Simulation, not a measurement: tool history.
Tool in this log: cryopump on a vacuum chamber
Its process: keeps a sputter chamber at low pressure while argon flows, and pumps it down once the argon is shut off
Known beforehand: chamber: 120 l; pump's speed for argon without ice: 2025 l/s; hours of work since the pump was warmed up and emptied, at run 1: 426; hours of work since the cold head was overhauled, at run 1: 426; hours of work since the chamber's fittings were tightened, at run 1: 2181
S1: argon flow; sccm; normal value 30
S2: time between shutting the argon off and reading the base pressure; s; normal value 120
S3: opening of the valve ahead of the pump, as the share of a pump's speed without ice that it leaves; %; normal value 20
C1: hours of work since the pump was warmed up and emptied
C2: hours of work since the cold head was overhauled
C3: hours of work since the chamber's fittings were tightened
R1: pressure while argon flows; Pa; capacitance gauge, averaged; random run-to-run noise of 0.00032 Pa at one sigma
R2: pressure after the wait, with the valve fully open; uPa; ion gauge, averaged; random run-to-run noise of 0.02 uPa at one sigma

run,hour,S1,S2,S3,C1,C2,C3,R1,R2
1,0,30,120,20,426,426,2181,0.1283,1.78
2,60.4,30,120,20,468,468,2224,0.129,1.83
3,109.5,30,120,23,503,503,2258,0.1129,1.85
4,171.5,30,120,20,547,547,2302,0.1297,1.89
5,230.4,30,120,20,588,588,2343,0.1302,2
# hour 253: pump warmed up, emptied and cooled again
6,285.8,13,120,20,23,623,2379,0.054,1.74
7,317.7,13,120,20,46,646,2401,0.0545,1.78
8,357.9,13,120,20,74,674,2429,0.0547,1.83
9,391,30,107,20,97,697,2453,0.1265,1.86
10,440.4,30,107,20,132,732,2487,0.1259,1.83
11,509.5,30,120,20,180,781,2536,0.1272,1.9
12,542,30,120,20,203,804,2559,0.1267,1.96
13,585.3,30,120,20,234,834,2589,0.127,2
14,649.4,15,120,20,279,879,2634,0.0639,2.04
15,680.9,30,120,20,301,901,2656,0.1282,2.04
16,735.7,30,120,20,340,940,2695,0.1284,2.15
17,804.6,33,27,21,388,988,2743,0.135,2.62
18,850,33,27,21,420,1020,2775,0.1356,2.68
19,879.1,33,27,21,440,1041,2796,0.1356,2.72
20,923.9,33,27,21,472,1072,2827,0.1363,2.78
21,990.3,33,38,21,519,1119,2874,0.1363,2.61
22,1052.5,33,38,21,562,1163,2918,0.1371,2.71
# hour 1109.5: pump warmed up, emptied and cooled again
23,1122.6,37,61,23,9,1208,2964,0.1342,2.23
# hour 1130.6: leaking fittings of the chamber tightened, without venting
24,1191.7,37,61,23,56,1256,43,0.1348,0.48
25,1237.3,37,61,23,89,1288,75,0.1354,0.51
26,1306.3,37,61,23,137,1336,124,0.1365,0.52
27,1348.8,37,61,23,167,1366,154,0.1365,0.53
28,1395.2,37,61,23,200,1399,186,0.1365,0.59
29,1438.2,37,61,23,230,1429,216,0.1366,0.64
30,1467.2,37,61,23,250,1449,237,0.1371,0.59

4 options for the next run, each taken on its own from the tool as it stands now. Forecast them:
A,1516,24,21,23,285,1484,271,?,?
B,1516,15,37,26,285,1484,271,?,?
C,1516,13,158,41,285,1484,271,?,?
D,1516,35,120,43,285,1484,271,?,?

run,R1,R2
A,0.0889,1.17
B,0.0496,0.8
C,0.0282,0.49
D,0.0705,0.46
With no hidden state in the tool, these same runs would have given:
run,R1,R2
A,0.0869,0.95
B,0.0483,0.58
C,0.0271,0.27
D,0.0675,0.25

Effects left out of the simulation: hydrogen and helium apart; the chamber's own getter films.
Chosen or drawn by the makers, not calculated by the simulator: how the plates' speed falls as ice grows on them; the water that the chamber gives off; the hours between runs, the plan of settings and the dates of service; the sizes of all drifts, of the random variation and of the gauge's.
